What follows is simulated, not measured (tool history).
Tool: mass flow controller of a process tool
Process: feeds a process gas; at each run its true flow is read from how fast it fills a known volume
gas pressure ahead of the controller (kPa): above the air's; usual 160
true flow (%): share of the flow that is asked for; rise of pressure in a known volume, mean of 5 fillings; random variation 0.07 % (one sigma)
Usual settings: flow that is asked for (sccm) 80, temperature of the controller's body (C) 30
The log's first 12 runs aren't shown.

| run | hour | flow that is asked for (sccm) | gas pressure ahead of the controller (kPa) | temperature of the controller's body (C) | true flow (%) |
|---|---|---|---|---|---|
| 13 | 2196.5 | 80 | 160 | 26 | 99.61 |
| 14 | 2451 | 80 | 142 | 26 | 99.88 |
| 15 | 2650.1 | 80 | 142 | 26 | 99.81 |
| 16 | 2891.6 | 80 | 160 | 30 | 99.24 |
| 17 | 3122.4 | 67 | 170 | 31 | 98.86 |
| 18 | 3339.6 | 64 | 214 | 34 | 98.29 |
| 19 | 3573.6 | 64 | 214 | 34 | 98.25 |
| 20 | 3818.6 | 80 | 199 | 20 | 100.13 |
| 21 | 3986.6 | 78 | 209 | 40 | 97.97 |
| 22 | 4187.9 | 11 | 220 | 24 | 98.01 |
| 23 | 4343.2 | 37 | 208 | 26 | 98.46 |
|  | 4364.4 | controller exchanged for a calibrated one |
| 24 | 4455.4 | 24 | 214 | 26 | 98.12 |
| 25 | 4684 | 24 | 214 | 26 | 98.12 |
| 26 | 4940.8 | 14 | 253 | 39 | 96.4 |
| 27 | 5162.2 | 23 | 144 | 26 | 98.58 |
| 28 | 5333.9 | 80 | 149 | 33 | 99.13 |

The next listed run, before its measurement:
| 29 | 5490.7 | 76 | 207 | 25 | ? |

true flow (%): 99.42
Without the tool's hidden state the same run would have given true flow (%) 99.42.

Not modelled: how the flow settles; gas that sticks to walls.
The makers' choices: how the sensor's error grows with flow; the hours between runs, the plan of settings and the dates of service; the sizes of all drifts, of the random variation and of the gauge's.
